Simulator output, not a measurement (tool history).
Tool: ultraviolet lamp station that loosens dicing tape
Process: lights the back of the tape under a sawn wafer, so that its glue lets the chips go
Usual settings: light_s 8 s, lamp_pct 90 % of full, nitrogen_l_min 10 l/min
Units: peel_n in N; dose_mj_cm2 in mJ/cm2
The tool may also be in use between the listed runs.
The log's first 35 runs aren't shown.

run	hour	light_s	lamp_pct	nitrogen_l_min	peel_n	dose_mj_cm2
36	1001	4	62	7	2.245	228
37	1020.3	6	62	11	0.885	341
# hour 1024: window cleaned of glue's vapour
38	1056.4	10	90	13	0.234	828
39	1088.3	10	90	13	0.23	839
40	1122.2	11	75	18	0.241	759
41	1146.6	12	73	6	0.261	817
42	1180.4	12	73	6	0.261	817
43	1219.3	16	77	4	0.237	1150

4 ways to go on from here, each from the tool as it stands after run 43. What would each give?
A	1250	10	96	4	?	?
B	1250	4	76	11	?	?
C	1250	8	76	10	?	?
D	1250	10	77	4	?	?

run	peel_n	dose_mj_cm2
A	0.259	893
B	1.402	281
C	0.337	562
D	0.378	722
Without the tool's hidden state the same runs would have given:
run	peel_n	dose_mj_cm2
A	0.259	842
B	1.398	265
C	0.336	530
D	0.377	681

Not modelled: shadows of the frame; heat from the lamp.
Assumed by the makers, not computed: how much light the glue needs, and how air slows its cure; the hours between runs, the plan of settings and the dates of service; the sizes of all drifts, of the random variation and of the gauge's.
